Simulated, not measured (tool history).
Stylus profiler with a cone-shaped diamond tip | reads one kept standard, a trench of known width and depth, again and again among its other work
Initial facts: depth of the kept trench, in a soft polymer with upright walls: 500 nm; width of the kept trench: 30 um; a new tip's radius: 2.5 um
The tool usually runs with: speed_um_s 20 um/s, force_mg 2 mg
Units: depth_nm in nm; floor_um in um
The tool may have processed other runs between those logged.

run	day	speed_um_s	force_mg	depth_nm	floor_um
1	0	20	2	507.08	26.9
2	0.525	20	2	506.9	26.78
3	0.975	20	2	506.89	26.84
4	1.529	20	2	506.99	26.89
5	2.338	20	1.87	506.37	26.9
6	2.804	20	2.29	507.47	26.92
7	3.267	20	2	507.09	26.81
8	3.833	20	2	506.94	26.9
9	4.183	13	1.2	505.07	26.88
10	4.942	13	1.2	504.89	26.88
11	5.7	8	3.66	510.38	26.95
12	6.438	37	4.29	511.61	26.76
13	6.842	37	4.29	511.59	26.84
14	7.308	17	2.39	507.89	26.85

Here are 4 independent what-if runs from the current tool condition. What would each one return?
A	7.633	49	3.15	?	?
B	7.633	16	2.39	?	?
C	7.633	30	2	?	?
D	7.633	5	2.39	?	?

run	depth_nm	floor_um
A	509.31	26.72
B	508	26.87
C	506.95	26.81
D	507.63	26.96
Had the tool no hidden state, the same runs would have come out as:
run	depth_nm	floor_um
A	509.32	26.72
B	508	26.87
C	506.96	26.81
D	507.64	26.96
